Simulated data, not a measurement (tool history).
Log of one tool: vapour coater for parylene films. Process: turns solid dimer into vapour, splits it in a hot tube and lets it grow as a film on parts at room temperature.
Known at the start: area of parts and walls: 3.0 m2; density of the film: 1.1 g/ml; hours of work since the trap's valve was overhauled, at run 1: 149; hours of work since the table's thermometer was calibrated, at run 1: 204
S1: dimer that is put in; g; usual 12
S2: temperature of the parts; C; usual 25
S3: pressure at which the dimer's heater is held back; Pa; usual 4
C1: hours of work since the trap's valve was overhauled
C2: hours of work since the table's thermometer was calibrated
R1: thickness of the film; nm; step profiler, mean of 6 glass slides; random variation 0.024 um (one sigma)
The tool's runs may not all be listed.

{"run": 1, "day": 0.0, "S1": 12, "S2": 25, "S3": 4, "C1": 149, "C2": 204, "R1": 2860}
{"run": 2, "day": 0.533, "S1": 12, "S2": 25, "S3": 4, "C1": 156, "C2": 212, "R1": 2810}
{"run": 3, "day": 1.508, "S1": 12, "S2": 25, "S3": 4, "C1": 171, "C2": 227, "R1": 2800}
{"run": 4, "day": 2.033, "S1": 12, "S2": 31, "S3": 4, "C1": 179, "C2": 234, "R1": 2190}
{"run": 5, "day": 3.008, "S1": 12, "S2": 31, "S3": 4, "C1": 193, "C2": 249, "R1": 2190}
{"run": 6, "day": 3.617, "S1": 12, "S2": 25, "S3": 4, "C1": 202, "C2": 258, "R1": 2800}
{"run": 7, "day": 4.667, "S1": 12, "S2": 31, "S3": 4, "C1": 217, "C2": 273, "R1": 2190}
{"run": 8, "day": 5.312, "S1": 12, "S2": 25, "S3": 4, "C1": 227, "C2": 283, "R1": 2790}
{"run": 9, "day": 5.892, "S1": 12, "S2": 25, "S3": 4, "C1": 235, "C2": 291, "R1": 2780}
{"run": 10, "day": 6.975, "S1": 12, "S2": 25, "S3": 4, "C1": 251, "C2": 307, "R1": 2780}
{"run": 11, "day": 7.762, "S1": 12, "S2": 37, "S3": 4, "C1": 263, "C2": 319, "R1": 1680}
{"run": 12, "day": 8.729, "S1": 12, "S2": 37, "S3": 4, "C1": 277, "C2": 333, "R1": 1660}
{"run": 13, "day": 9.267, "S1": 12, "S2": 37, "S3": 4, "C1": 285, "C2": 341, "R1": 1720}
{"run": 14, "day": 9.929, "S1": 12, "S2": 37, "S3": 4, "C1": 295, "C2": 351, "R1": 1680}
{"run": 15, "day": 11.067, "S1": 12, "S2": 25, "S3": 2.9, "C1": 311, "C2": 367, "R1": 2890}
{"run": 16, "day": 11.583, "S1": 12, "S2": 25, "S3": 4, "C1": 319, "C2": 375, "R1": 2810}
{"run": 17, "day": 12.575, "S1": 12, "S2": 25, "S3": 4, "C1": 334, "C2": 389, "R1": 2790}
{"run": 18, "day": 13.429, "S1": 12, "S2": 25, "S3": 4, "C1": 346, "C2": 402, "R1": 2770}
{"run": 19, "day": 14.512, "S1": 9, "S2": 25, "S3": 4, "C1": 362, "C2": 418, "R1": 2080}
{"run": 20, "day": 15.304, "S1": 9, "S2": 25, "S3": 4, "C1": 374, "C2": 430, "R1": 2060}
{"run": 21, "day": 16.025, "S1": 9, "S2": 25, "S3": 4, "C1": 384, "C2": 440, "R1": 2070}
{"run": 22, "day": 16.95, "S1": 9, "S2": 25, "S3": 4, "C1": 398, "C2": 454, "R1": 2030}
{"run": 23, "day": 18.046, "S1": 9, "S2": 25, "S3": 4, "C1": 414, "C2": 470, "R1": 2060}
{"run": 24, "day": 19.133, "S1": 15, "S2": 25, "S3": 4, "C1": 430, "C2": 486, "R1": 3410}
{"run": 25, "day": 20.262, "S1": 15, "S2": 25, "S3": 4, "C1": 447, "C2": 503, "R1": 3430}
{"run": 26, "day": 21.192, "S1": 15, "S2": 25, "S3": 4, "C1": 460, "C2": 516, "R1": 3380}
{"run": 27, "day": 21.8, "S1": 14, "S2": 29, "S3": 3.79, "C1": 469, "C2": 525, "R1": 2720}
{"run": 28, "day": 22.433, "S1": 13, "S2": 19, "S3": 2.83, "C1": 479, "C2": 534, "R1": 3630}
{"run": 29, "day": 23.479, "S1": 10, "S2": 28, "S3": 4.09, "C1": 494, "C2": 550, "R1": 1960}
{"run": 30, "day": 24.217, "S1": 12, "S2": 19, "S3": 5.25, "C1": 505, "C2": 561, "R1": 3330}
{"run": 31, "day": 24.921, "S1": 12, "S2": 19, "S3": 5.25, "C1": 515, "C2": 571, "R1": 3310}
{"run": 32, "day": 25.796, "S1": 12, "S2": 19, "S3": 5.25, "C1": 528, "C2": 584, "R1": 3300}
{"run": 33, "day": 26.258, "S1": 7, "S2": 26, "S3": 2.19, "C1": 535, "C2": 591, "R1": 1630}
{"run": 34, "day": 27.346, "S1": 17, "S2": 36, "S3": 3.51, "C1": 551, "C2": 607, "R1": 2390}
{"run": 35, "day": 28.2, "S1": 18, "S2": 25, "S3": 4, "C1": 563, "C2": 619, "R1": 3990}
{"day": 28.812, "done": "trap's valve overhauled"}
{"run": 36, "day": 29.083, "S1": 18, "S2": 25, "S3": 4, "C1": 4, "C2": 630, "R1": 4310}
{"run": 37, "day": 29.675, "S1": 18, "S2": 25, "S3": 4.99, "C1": 13, "C2": 639, "R1": 4160}
{"run": 38, "day": 30.288, "S1": 18, "S2": 20, "S3": 4, "C1": 22, "C2": 648, "R1": 5290}
{"run": 39, "day": 30.817, "S1": 18, "S2": 20, "S3": 4, "C1": 29, "C2": 655, "R1": 5240}
{"run": 40, "day": 31.562, "S1": 10, "S2": 25, "S3": 4, "C1": 40, "C2": 666, "R1": 2380}
{"run": 41, "day": 32.45, "S1": 12, "S2": 23, "S3": 11.19, "C1": 54, "C2": 679, "R1": 2580}
{"run": 42, "day": 33.029, "S1": 12, "S2": 23, "S3": 11.19, "C1": 62, "C2": 688, "R1": 2620}
{"run": 43, "day": 34.167, "S1": 12, "S2": 23, "S3": 11.19, "C1": 79, "C2": 705, "R1": 2600}
{"run": 44, "day": 34.996, "S1": 19, "S2": 22, "S3": 4, "C1": 91, "C2": 717, "R1": 5030}
{"run": 45, "day": 36.075, "S1": 12, "S2": 27, "S3": 4.42, "C1": 107, "C2": 733, "R1": 2550}
{"run": 46, "day": 37.021, "S1": 13, "S2": 25, "S3": 4, "C1": 121, "C2": 747, "R1": 3060}
{"run": 47, "day": 38.162, "S1": 6, "S2": 28, "S3": 9.36, "C1": 138, "C2": 763, "R1": 1070}

Forecast each of these 3 alternatives for the next run:
{"run": "A", "day": 39.067, "S1": 8, "S2": 28, "S3": 9.36, "C1": 151, "C2": 777, "R1": "?"}
{"run": "B", "day": 39.067, "S1": 5, "S2": 27, "S3": 10.59, "C1": 151, "C2": 777, "R1": "?"}
{"run": "C", "day": 39.067, "S1": 10, "S2": 17, "S3": 2.14, "C1": 151, "C2": 777, "R1": "?"}

run=A R1=1450
run=B R1=890
run=C R1=2900
Without the tool's hidden state the same runs would have given:
run=A R1=1530
run=B R1=930
run=C R1=2970
